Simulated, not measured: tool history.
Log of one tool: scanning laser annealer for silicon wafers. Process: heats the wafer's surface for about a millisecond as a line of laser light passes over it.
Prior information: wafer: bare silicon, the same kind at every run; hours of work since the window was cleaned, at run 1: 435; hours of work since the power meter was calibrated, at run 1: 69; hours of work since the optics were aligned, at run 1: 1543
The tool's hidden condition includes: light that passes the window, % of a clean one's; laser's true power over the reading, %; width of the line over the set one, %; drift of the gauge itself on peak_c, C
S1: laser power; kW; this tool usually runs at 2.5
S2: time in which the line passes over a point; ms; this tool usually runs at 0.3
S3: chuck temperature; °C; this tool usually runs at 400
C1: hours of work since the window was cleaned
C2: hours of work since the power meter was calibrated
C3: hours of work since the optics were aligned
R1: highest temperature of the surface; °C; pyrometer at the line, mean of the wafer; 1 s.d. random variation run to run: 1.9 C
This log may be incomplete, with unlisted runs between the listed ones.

run   hour     S1     S2   S3   C1   C2    C3    R1
  1      0    2.5    0.3  400  435   69  1543  1182
  2      8    2.5    0.3  400  441   75  1549  1181
  3   16.8    2.5    0.3  400  447   81  1555  1182
  4     21    2.5    0.3  400  450   84  1558  1181
  5   29.4    2.5    0.3  400  456   90  1564  1179
  6   34.1    2.5    0.3  400  459   94  1568  1180
  7   38.1    2.5  0.313  400  462   96  1570  1200
  8   43.8    2.5  0.313  400  466  101  1575  1198
  9   52.5    2.5  0.299  400  473  107  1581  1177
 10   56.5    2.5  0.299  400  476  110  1584  1178
 11   63.6  2.161  0.315  420  481  115  1589  1102
 12   70.1  2.161  0.315  420  485  120  1594  1099
 13   75.9  2.161  0.353  420  490  124  1598  1145
 14   81.6  2.251  0.292  425  494  128  1602  1106
 15   90.3  2.251  0.292  425  500  134  1608  1101
 16   96.9  2.207  0.366  427  505  139  1613  1181
 17  102.3  2.207  0.366  427  509  143  1617  1181
 18  108.5  2.502  0.366  427  513  147  1621  1294

Below are 5 alternative next runs, each starting from the tool's condition after run 18. Predict each:
  A  117.8   2.35  0.226  436  520  154  1628   ?
  B  117.8  2.502  0.297  412  520  154  1628   ?
  C  117.8  2.254  0.307  436  520  154  1628   ?
  D  117.8  2.502  0.235  403  520  154  1628   ?
  E  117.8  2.356  0.366  366  520  154  1628   ?

run    R1
  A  1052
  B  1187
  C  1135
  D  1079
  E  1180
The same runs, with their run-to-run variation unchanged, on a tool lacking any hidden condition would have given:
run    R1
  A  1089
  B  1235
  C  1178
  D  1120
  E  1230
